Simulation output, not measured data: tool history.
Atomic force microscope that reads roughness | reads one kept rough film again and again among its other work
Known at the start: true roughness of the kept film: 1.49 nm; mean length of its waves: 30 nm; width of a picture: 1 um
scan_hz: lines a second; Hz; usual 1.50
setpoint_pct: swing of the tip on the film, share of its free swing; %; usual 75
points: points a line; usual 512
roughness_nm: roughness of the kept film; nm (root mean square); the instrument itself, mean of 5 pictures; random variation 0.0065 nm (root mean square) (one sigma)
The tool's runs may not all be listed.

run 1 hour=0.0 | scan_hz=1.50 setpoint_pct=75 points=512 | roughness_nm=1.163
-- hour=8.7 new tip fitted
run 2 hour=8.7 | scan_hz=1.50 setpoint_pct=75 points=512 | roughness_nm=1.262
run 3 hour=17.3 | scan_hz=1.50 setpoint_pct=75 points=512 | roughness_nm=1.248
run 4 hour=23.4 | scan_hz=1.61 setpoint_pct=75 points=512 | roughness_nm=1.223
run 5 hour=32.3 | scan_hz=1.61 setpoint_pct=75 points=512 | roughness_nm=1.218
run 6 hour=40.1 | scan_hz=1.61 setpoint_pct=75 points=512 | roughness_nm=1.190
run 7 hour=44.9 | scan_hz=1.61 setpoint_pct=75 points=512 | roughness_nm=1.171
run 8 hour=49.1 | scan_hz=1.61 setpoint_pct=75 points=512 | roughness_nm=1.183
run 9 hour=58.5 | scan_hz=1.50 setpoint_pct=75 points=512 | roughness_nm=1.168
run 10 hour=64.1 | scan_hz=1.50 setpoint_pct=75 points=512 | roughness_nm=1.153
-- hour=69.1 new tip fitted
run 11 hour=71.1 | scan_hz=1.50 setpoint_pct=75 points=512 | roughness_nm=1.258
run 12 hour=77.0 | scan_hz=1.50 setpoint_pct=75 points=512 | roughness_nm=1.253
run 13 hour=81.3 | scan_hz=1.50 setpoint_pct=75 points=512 | roughness_nm=1.234
run 14 hour=87.6 | scan_hz=1.50 setpoint_pct=75 points=632 | roughness_nm=1.220
run 15 hour=92.1 | scan_hz=1.50 setpoint_pct=56 points=512 | roughness_nm=1.322
run 16 hour=96.5 | scan_hz=1.50 setpoint_pct=56 points=512 | roughness_nm=1.299
run 17 hour=103.9 | scan_hz=1.50 setpoint_pct=56 points=512 | roughness_nm=1.279
run 18 hour=108.4 | scan_hz=1.50 setpoint_pct=56 points=512 | roughness_nm=1.268
run 19 hour=117.3 | scan_hz=1.50 setpoint_pct=56 points=512 | roughness_nm=1.255
run 20 hour=126.2 | scan_hz=1.50 setpoint_pct=75 points=512 | roughness_nm=1.150
-- hour=129.2 new tip fitted
run 21 hour=133.7 | scan_hz=0.82 setpoint_pct=87 points=642 | roughness_nm=1.250
run 22 hour=141.0 | scan_hz=0.82 setpoint_pct=87 points=642 | roughness_nm=1.250
run 23 hour=149.2 | scan_hz=2.34 setpoint_pct=89 points=642 | roughness_nm=1.001
run 24 hour=155.5 | scan_hz=2.34 setpoint_pct=89 points=642 | roughness_nm=0.991
run 25 hour=159.9 | scan_hz=1.50 setpoint_pct=81 points=637 | roughness_nm=1.155
run 26 hour=167.6 | scan_hz=1.50 setpoint_pct=64 points=398 | roughness_nm=1.229
run 27 hour=171.7 | scan_hz=3.01 setpoint_pct=86 points=882 | roughness_nm=0.936
run 28 hour=175.8 | scan_hz=2.03 setpoint_pct=61 points=832 | roughness_nm=1.226
run 29 hour=183.8 | scan_hz=2.44 setpoint_pct=61 points=350 | roughness_nm=1.194
-- hour=189.5 new tip fitted
run 30 hour=191.5 | scan_hz=1.75 setpoint_pct=72 points=455 | roughness_nm=1.256
run 31 hour=197.2 | scan_hz=1.75 setpoint_pct=72 points=455 | roughness_nm=1.245
run 32 hour=201.8 | scan_hz=1.75 setpoint_pct=72 points=455 | roughness_nm=1.234
run 33 hour=207.8 | scan_hz=3.04 setpoint_pct=78 points=945 | roughness_nm=1.067
run 34 hour=216.4 | scan_hz=3.04 setpoint_pct=78 points=945 | roughness_nm=1.053
run 35 hour=224.6 | scan_hz=0.84 setpoint_pct=64 points=512 | roughness_nm=1.299
run 36 hour=233.9 | scan_hz=2.89 setpoint_pct=55 points=537 | roughness_nm=1.234
run 37 hour=239.5 | scan_hz=1.50 setpoint_pct=78 points=407 | roughness_nm=1.136
run 38 hour=247.0 | scan_hz=0.61 setpoint_pct=75 points=924 | roughness_nm=1.231
-- hour=249.5 new tip fitted
run 39 hour=252.1 | scan_hz=0.61 setpoint_pct=57 points=924 | roughness_nm=1.388
run 40 hour=261.7 | scan_hz=1.47 setpoint_pct=75 points=512 | roughness_nm=1.244

3 ways to go on from here, each from the tool as it stands after run 40. What would each give?
run A hour=267.5 | scan_hz=1.47 setpoint_pct=75 points=360 | roughness_nm=?
run B hour=267.5 | scan_hz=3.63 setpoint_pct=76 points=889 | roughness_nm=?
run C hour=267.5 | scan_hz=0.97 setpoint_pct=75 points=512 | roughness_nm=?

run=A roughness_nm=1.215
run=B roughness_nm=1.049
run=C roughness_nm=1.268
Without the tool's hidden state the same runs would have given:
run=A roughness_nm=1.261
run=B roughness_nm=1.088
run=C roughness_nm=1.315
